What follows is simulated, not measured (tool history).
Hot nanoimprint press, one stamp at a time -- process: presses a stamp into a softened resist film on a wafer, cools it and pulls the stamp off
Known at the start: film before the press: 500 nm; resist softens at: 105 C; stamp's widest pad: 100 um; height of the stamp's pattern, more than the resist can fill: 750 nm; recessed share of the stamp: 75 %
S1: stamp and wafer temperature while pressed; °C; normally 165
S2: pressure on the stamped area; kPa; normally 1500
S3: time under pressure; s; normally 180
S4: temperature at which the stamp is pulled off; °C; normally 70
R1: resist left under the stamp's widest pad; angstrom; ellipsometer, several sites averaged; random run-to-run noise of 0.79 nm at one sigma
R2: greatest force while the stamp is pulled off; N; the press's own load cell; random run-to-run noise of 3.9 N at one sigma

run	hour	S1	S2	S3	S4	R1	R2
1	0	165	1500	180	70	2577	242
2	9.1	161	1500	180	70	3189	241
3	17.1	161	1500	180	70	3155	243
4	27.1	161	1500	180	70	3164	255
5	39.7	165	1500	255	70	2267	245
6	44.8	165	1500	255	73	2261	250
7	53.8	165	1500	180	70	2553	246
8	66.6	165	1500	180	70	2557	249
9	76.4	165	1500	180	70	2541	253
10	87.8	165	1630	180	70	2456	263
# hour 92.6: plate thermocouple calibrated
11	103.1	165	1630	180	70	2681	264
12	110.9	165	1630	180	70	2682	272
13	121.6	165	1970	180	70	2487	269
14	126.9	165	1970	180	70	2476	271
15	133.2	165	1970	180	70	2474	275
16	142.9	165	1970	180	70	2471	266

Predict the results of run 17:
17	153.4	165	1970	96	69	?	?

{"run 17": {"R1": 3035, "R2": 281}}
Were there no unlogged condition in the tool, this run, its random variation unchanged, would have produced R1 3020 angstrom, R2 192 N.
